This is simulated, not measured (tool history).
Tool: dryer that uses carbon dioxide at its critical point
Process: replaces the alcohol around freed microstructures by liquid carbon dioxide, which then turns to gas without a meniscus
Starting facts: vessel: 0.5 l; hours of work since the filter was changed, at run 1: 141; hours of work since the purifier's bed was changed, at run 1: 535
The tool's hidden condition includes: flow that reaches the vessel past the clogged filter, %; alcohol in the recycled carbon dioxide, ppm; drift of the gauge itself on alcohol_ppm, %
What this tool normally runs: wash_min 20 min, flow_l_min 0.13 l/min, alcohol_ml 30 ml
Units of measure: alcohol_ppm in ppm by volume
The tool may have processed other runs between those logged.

run	hour	wash_min	flow_l_min	alcohol_ml	hours of work since the filter was changed	hours of work since the purifier's bed was changed	alcohol_ppm
1	0	20	0.13	30	141	535	615
2	20.8	20	0.13	30	155	549	639
3	29.9	20	0.13	30	161	555	638
4	40.3	20	0.13	30	168	562	646
5	60.9	20	0.13	30	182	575	670
6	80.6	20	0.13	30	195	588	674
7	95.4	20	0.13	30	205	598	706
8	111.5	20	0.13	30	215	609	690
9	124.8	20	0.13	30	224	618	717
10	143.9	28	0.13	30	237	630	214
11	155.7	28	0.13	30	245	638	222
12	169.9	20	0.13	30	254	647	766
13	183.5	20	0.13	30	263	656	769
14	201.5	20	0.13	30	275	668	797
15	210.5	20	0.13	30	281	674	782
# hour 217.5: inlet filter changed
16	224.2	20	0.13	25	4	683	455
17	234.9	16	0.13	30	12	690	1188
18	253.7	20	0.13	54	24	702	862
19	264.8	20	0.13	30	31	710	542
20	281	20	0.13	30	42	720	538
21	301.1	22	0.13	30	55	734	398
22	318.7	21	0.13	30	67	745	468
23	330.8	20	0.13	30	75	753	596
24	344.5	20	0.11	30	84	762	1088
# hour 353.8: purifier's bed changed
25	362.1	21	0.11	34	94	6	913
26	379.2	15	0.098	95	105	17	12244
27	400.5	15	0.13	98	119	31	5170
28	417.2	14	0.139	33	130	42	1761
29	438.3	14	0.139	33	144	56	1861
30	453.4	14	0.086	33	154	66	7359
31	467.8	32	0.086	57	164	75	808
32	484.6	32	0.086	57	175	87	830
33	497.9	32	0.086	57	184	95	845
34	516.9	24	0.127	22	196	108	215
35	533.2	24	0.127	22	207	119	208
36	543.3	14	0.093	22	214	125	4340
37	552.4	14	0.093	22	220	131	4393
38	568.4	25	0.172	28	230	142	53
39	580.1	20	0.13	30	238	150	634
40	600	15	0.199	30	251	163	332
41	617.8	15	0.199	30	263	175	335
42	631.4	20	0.138	24	272	184	417
# hour 651.6: inlet filter changed
43	652.5	20	0.085	30	1	197	2315
44	670.7	27	0.198	113	13	209	57
45	679.6	17	0.206	40	19	215	131
46	688.2	17	0.206	104	24	221	263
47	698.2	22	0.188	30	31	227	68
48	708.1	17	0.092	65	37	234	6588

Each row is a separate what-if for the run after 48, all from the same tool condition, not one after another. Results?
A	724.1	17	0.086	47	48	244	?
B	724.1	13	0.188	30	48	244	?
C	724.1	17	0.151	65	48	244	?

run	alcohol_ppm
A	5809
B	573
C	982
With the hidden condition removed and each run's random variation left untouched, the same runs would have given:
run	alcohol_ppm
A	5464
B	480
C	850
